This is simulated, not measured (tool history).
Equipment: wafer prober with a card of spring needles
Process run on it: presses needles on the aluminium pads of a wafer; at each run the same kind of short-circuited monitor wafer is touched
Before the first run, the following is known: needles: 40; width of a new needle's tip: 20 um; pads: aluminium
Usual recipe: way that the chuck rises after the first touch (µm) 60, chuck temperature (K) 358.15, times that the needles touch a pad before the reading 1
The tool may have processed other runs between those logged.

run   hour  way that the chuck rises after the first touch (µm)  chuck temperature (K)  times that the needles touch a pad before the reading  resistance of one needle with its contact and lead (mohm)  way that a needle slides on the pad (µm)
  1    0.0                                                   60                 358.15                                                      1                                                        240                                      7.71
      19.0  -- tips cleaned on abrasive film
      38.4  -- tips cleaned on abrasive film
  2   43.0                                                   60                 358.15                                                      1                                                        311                                      7.55
      55.7  -- tips cleaned on abrasive film
      73.6  -- tips cleaned on abrasive film
  3   73.6                                                   60                 358.15                                                      1                                                        239                                      7.48
      90.7  -- tips cleaned on abrasive film
     108.8  -- tips cleaned on abrasive film
  4  117.0                                                   60                 358.15                                                      1                                                        358                                      7.56
     126.8  -- tips cleaned on abrasive film
     127.1  -- height of the first contact set anew
     146.6  -- tips cleaned on abrasive film
  5  146.6                                                   60                 358.15                                                      1                                                        235                                      8.12
     161.3  -- tips cleaned on abrasive film, once more
     180.5  -- tips cleaned on abrasive film
  6  192.8                                                   48                 358.15                                                      1                                                        463                                      6.48
     200.4  -- tips cleaned on abrasive film
     217.5  -- tips cleaned on abrasive film
  7  230.0                                                   60                 322.15                                                      1                                                        371                                      8.07
     237.3  -- tips cleaned on abrasive film
     256.5  -- tips cleaned on abrasive film
     273.9  -- tips cleaned on abrasive film
  8  281.7                                                   60                 361.15                                                      1                                                        323                                      7.98
     291.2  -- tips cleaned on abrasive film
     310.6  -- tips cleaned on abrasive film
  9  320.1                                                   60                 361.15                                                      1                                                        353                                      8.04
     328.7  -- tips cleaned on abrasive film
     346.7  -- tips cleaned on abrasive film
     365.7  -- tips cleaned on abrasive film
 10  373.9                                                   60                 361.15                                                      1                                                        346                                      7.94
     383.6  -- tips cleaned on abrasive film
 11  399.6                                                   45                 358.15                                                      1                                                        539                                      5.92
     401.9  -- tips cleaned on abrasive film
     422.9  -- tips cleaned on abrasive film
     442.9  -- tips cleaned on abrasive film
 12  444.8                                                   45                 358.15                                                      1                                                        306                                      5.94
     460.2  -- tips cleaned on abrasive film
     479.2  -- tips cleaned on abrasive film
     496.4  -- tips cleaned on abrasive film
 13  497.1                                                   60                 358.15                                                      1                                                        243                                      7.89
     516.2  -- tips cleaned on abrasive film
     534.2  -- tips cleaned on abrasive film
 14  537.3                                                   60                 358.15                                                      1                                                        296                                      7.87
     554.7  -- tips cleaned on abrasive film
 15  567.6                                                   60                 358.15                                                      3                                                        282                                      7.85
     574.7  -- tips cleaned on abrasive film
     593.6  -- tips cleaned on abrasive film
 16  598.7                                                   60                 358.15                                                      3                                                        259                                      7.79
     613.9  -- tips cleaned on abrasive film
     633.4  -- tips cleaned on abrasive film
     653.6  -- tips cleaned on abrasive film
 17  653.6                                                   60                 338.15                                                      1                                                        245                                      7.72
     672.0  -- tips cleaned on abrasive film
     690.5  -- tips cleaned on abrasive film
 18  696.4                                                   60                 338.15                                                      1                                                        324                                      7.89
     708.0  -- tips cleaned on abrasive film
     728.5  -- tips cleaned on abrasive film
 19  740.7                                                   54                 307.15                                                      1                                                        440                                      6.87

Expected results for the next run?
     748.3  -- tips cleaned on abrasive film
     769.2  -- tips cleaned on abrasive film
     786.5  -- tips cleaned on abrasive film
 20  787.0                                                   54                 360.15                                                      2                                                          ?                                         ?

{"run 20": {"resistance of one needle with its contact and lead (mohm)": 247, "way that a needle slides on the pad (µm)": 6.98}}
Minus the tool's unlogged condition, the same run would have read resistance of one needle with its contact and lead (mohm) 228, way that a needle slides on the pad (µm) 7.37.

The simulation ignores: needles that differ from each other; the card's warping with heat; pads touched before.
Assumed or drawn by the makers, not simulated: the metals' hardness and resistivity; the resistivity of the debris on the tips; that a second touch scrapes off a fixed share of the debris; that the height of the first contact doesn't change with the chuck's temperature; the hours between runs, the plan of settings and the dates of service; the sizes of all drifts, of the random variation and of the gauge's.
